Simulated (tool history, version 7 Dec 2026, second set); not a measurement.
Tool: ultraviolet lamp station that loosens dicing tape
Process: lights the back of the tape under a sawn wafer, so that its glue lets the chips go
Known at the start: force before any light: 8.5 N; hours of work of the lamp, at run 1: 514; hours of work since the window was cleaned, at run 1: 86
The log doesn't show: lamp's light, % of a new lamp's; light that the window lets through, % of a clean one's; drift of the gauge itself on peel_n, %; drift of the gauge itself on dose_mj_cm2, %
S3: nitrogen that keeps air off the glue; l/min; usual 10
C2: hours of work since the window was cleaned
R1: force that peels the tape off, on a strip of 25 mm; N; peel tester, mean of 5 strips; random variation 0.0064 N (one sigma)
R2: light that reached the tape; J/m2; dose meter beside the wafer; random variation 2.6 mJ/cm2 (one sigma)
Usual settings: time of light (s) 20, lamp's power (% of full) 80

run 1 hour=0.0 | time_of_light_(s)=20 lamp's_power_(%_of_full)=80 S3=10 | hours_of_work_of_the_lamp=514 C2=86 | R1=0.323 R2=2750
run 2 hour=18.9 | time_of_light_(s)=11 lamp's_power_(%_of_full)=80 S3=10 | hours_of_work_of_the_lamp=524 C2=96 | R1=1.274 R2=1470
run 3 hour=30.9 | time_of_light_(s)=15 lamp's_power_(%_of_full)=80 S3=10 | hours_of_work_of_the_lamp=530 C2=101 | R1=0.656 R2=2020
run 4 hour=56.9 | time_of_light_(s)=15 lamp's_power_(%_of_full)=80 S3=10 | hours_of_work_of_the_lamp=542 C2=114 | R1=0.675 R2=2030
run 5 hour=73.8 | time_of_light_(s)=20 lamp's_power_(%_of_full)=70 S3=10 | hours_of_work_of_the_lamp=551 C2=123 | R1=0.478 R2=2320
run 6 hour=94.9 | time_of_light_(s)=20 lamp's_power_(%_of_full)=70 S3=10 | hours_of_work_of_the_lamp=561 C2=133 | R1=0.502 R2=2310
run 7 hour=110.6 | time_of_light_(s)=20 lamp's_power_(%_of_full)=70 S3=10 | hours_of_work_of_the_lamp=569 C2=141 | R1=0.522 R2=2310
run 8 hour=122.4 | time_of_light_(s)=20 lamp's_power_(%_of_full)=70 S3=10 | hours_of_work_of_the_lamp=575 C2=146 | R1=0.529 R2=2280
run 9 hour=135.5 | time_of_light_(s)=20 lamp's_power_(%_of_full)=86 S3=10 | hours_of_work_of_the_lamp=581 C2=153 | R1=0.312 R2=2790
run 10 hour=149.2 | time_of_light_(s)=20 lamp's_power_(%_of_full)=86 S3=10 | hours_of_work_of_the_lamp=588 C2=160 | R1=0.315 R2=2770
run 11 hour=162.6 | time_of_light_(s)=20 lamp's_power_(%_of_full)=86 S3=10 | hours_of_work_of_the_lamp=594 C2=166 | R1=0.325 R2=2790
run 12 hour=180.6 | time_of_light_(s)=20 lamp's_power_(%_of_full)=86 S3=10 | hours_of_work_of_the_lamp=603 C2=175 | R1=0.322 R2=2730
run 13 hour=202.4 | time_of_light_(s)=20 lamp's_power_(%_of_full)=86 S3=10 | hours_of_work_of_the_lamp=614 C2=186 | R1=0.317 R2=2740
run 14 hour=221.7 | time_of_light_(s)=20 lamp's_power_(%_of_full)=86 S3=10 | hours_of_work_of_the_lamp=624 C2=195 | R1=0.335 R2=2720
run 15 hour=245.0 | time_of_light_(s)=20 lamp's_power_(%_of_full)=86 S3=10 | hours_of_work_of_the_lamp=635 C2=207 | R1=0.351 R2=2700
run 16 hour=260.1 | time_of_light_(s)=20 lamp's_power_(%_of_full)=86 S3=10 | hours_of_work_of_the_lamp=642 C2=214 | R1=0.345 R2=2670
run 17 hour=280.0 | time_of_light_(s)=20 lamp's_power_(%_of_full)=86 S3=10 | hours_of_work_of_the_lamp=652 C2=224 | R1=0.365 R2=2650
run 18 hour=305.0 | time_of_light_(s)=20 lamp's_power_(%_of_full)=80 S3=10 | hours_of_work_of_the_lamp=665 C2=236 | R1=0.439 R2=2480
run 19 hour=316.1 | time_of_light_(s)=20 lamp's_power_(%_of_full)=80 S3=4 | hours_of_work_of_the_lamp=670 C2=242 | R1=1.062 R2=2410
run 20 hour=335.5 | time_of_light_(s)=20 lamp's_power_(%_of_full)=80 S3=11 | hours_of_work_of_the_lamp=680 C2=251 | R1=0.415 R2=2440
run 21 hour=347.0 | time_of_light_(s)=20 lamp's_power_(%_of_full)=80 S3=11 | hours_of_work_of_the_lamp=685 C2=257 | R1=0.423 R2=2400
run 22 hour=373.0 | time_of_light_(s)=20 lamp's_power_(%_of_full)=80 S3=9 | hours_of_work_of_the_lamp=698 C2=270 | R1=0.512 R2=2420

Run 23 comes next. What will it give?
run 23 hour=395.7 | time_of_light_(s)=30 lamp's_power_(%_of_full)=80 S3=7 | hours_of_work_of_the_lamp=709 C2=281 | R1=? R2=?

Run 23 gave R1 0.261 N, R2 3540 J/m2.
Without the tool's hidden state the same run would have given R1 0.135 N, R2 5120 J/m2.
